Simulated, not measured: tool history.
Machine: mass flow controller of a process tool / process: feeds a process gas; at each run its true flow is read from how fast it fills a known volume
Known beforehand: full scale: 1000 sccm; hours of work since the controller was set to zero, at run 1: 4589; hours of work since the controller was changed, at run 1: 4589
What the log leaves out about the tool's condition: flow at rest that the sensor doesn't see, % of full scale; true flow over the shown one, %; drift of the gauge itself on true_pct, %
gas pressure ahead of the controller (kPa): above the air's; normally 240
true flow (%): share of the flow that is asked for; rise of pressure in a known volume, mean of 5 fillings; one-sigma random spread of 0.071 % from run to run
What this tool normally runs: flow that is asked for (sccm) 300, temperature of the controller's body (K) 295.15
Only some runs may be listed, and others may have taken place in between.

run	day	flow that is asked for (sccm)	gas pressure ahead of the controller (kPa)	temperature of the controller's body (K)	hours of work since the controller was set to zero	hours of work since the controller was changed	true flow (%)
1	0	300	240	295.15	4589	4589	103.14
2	14.438	300	240	295.15	4721	4721	103.2
3	32.979	300	145	295.15	4892	4892	103.57
4	41.621	300	145	295.15	4971	4971	103.61
5	53.838	300	145	295.15	5083	5083	103.71
# day 56.454: controller's zero set anew
6	69.3	300	145	295.15	118	5225	104.21
7	84.296	300	145	295.15	255	5362	104.22
8	99.758	300	145	295.15	397	5504	104.37
9	117.488	300	240	295.15	560	5667	104.03
10	133.192	300	240	295.15	704	5811	104.22
# day 145.492: controller's zero set anew, once more
11	146.796	300	240	313.15	12	5935	101.1
12	164.767	998	240	295.15	177	6100	102.92
13	184.817	300	240	294.15	361	6284	102.64
14	199.933	300	201	295.15	499	6423	102.84
15	212.792	300	201	295.15	617	6541	103.1
16	227.254	163	240	295.15	750	6673	103.18
17	238.2	163	240	295.15	850	6774	103.25
18	258.496	300	240	295.15	1037	6960	103.18
19	270.017	300	240	295.15	1142	7066	103.17
20	288.242	300	240	295.15	1310	7233	103.37
21	303.833	300	240	303.15	1453	7376	102.74
22	319.862	128	240	303.15	1600	7523	103.47
23	339.704	300	240	310.15	1782	7705	102.53
24	355.921	111	240	294.15	1930	7854	104.73
25	372.779	610	177	305.15	2085	8008	103.14
26	385.242	122	154	307.15	2199	8123	104.08
27	394.192	900	179	301.15	2281	8205	103.5
28	412.021	300	274	303.15	2445	8368	103.24
29	423.521	790	146	297.15	2551	8474	104.09
30	437.121	790	146	297.15	2675	8599	104.12
31	448.971	790	146	297.15	2784	8707	104.1
32	463.967	893	263	307.15	2922	8845	103.03
33	474.908	300	175	295.15	3022	8945	104.66
34	487.458	300	218	301.15	3137	9060	104.05
35	499.771	300	218	301.15	3250	9173	104.15
36	513.896	300	218	301.15	3380	9303	104.28
37	522.379	232	233	304.15	3457	9381	104.18
38	535.95	169	218	298.15	3582	9505	105.32
39	544.858	300	158	308.15	3664	9587	104.13
40	563.629	412	146	303.15	3836	9759	104.3
41	576.804	412	146	303.15	3957	9880	104.45
42	592.188	412	174	298.15	4098	10021	104.83
43	610.233	182	180	295.15	4263	10187	106.16
44	620.238	182	178	295.15	4355	10279	106.12

Here are 3 independent what-if runs from the current tool condition. What would each one return?
A	638.033	222	189	294.15	4518	10442	?
B	638.033	300	240	298.15	4518	10442	?
C	638.033	309	178	304.15	4518	10442	?

run	true flow (%)
A	106.01
B	105.19
C	104.84
Stripped of hidden state, with their random variation kept, the same runs would have yielded:
run	true flow (%)
A	100.04
B	99.64
C	99.32

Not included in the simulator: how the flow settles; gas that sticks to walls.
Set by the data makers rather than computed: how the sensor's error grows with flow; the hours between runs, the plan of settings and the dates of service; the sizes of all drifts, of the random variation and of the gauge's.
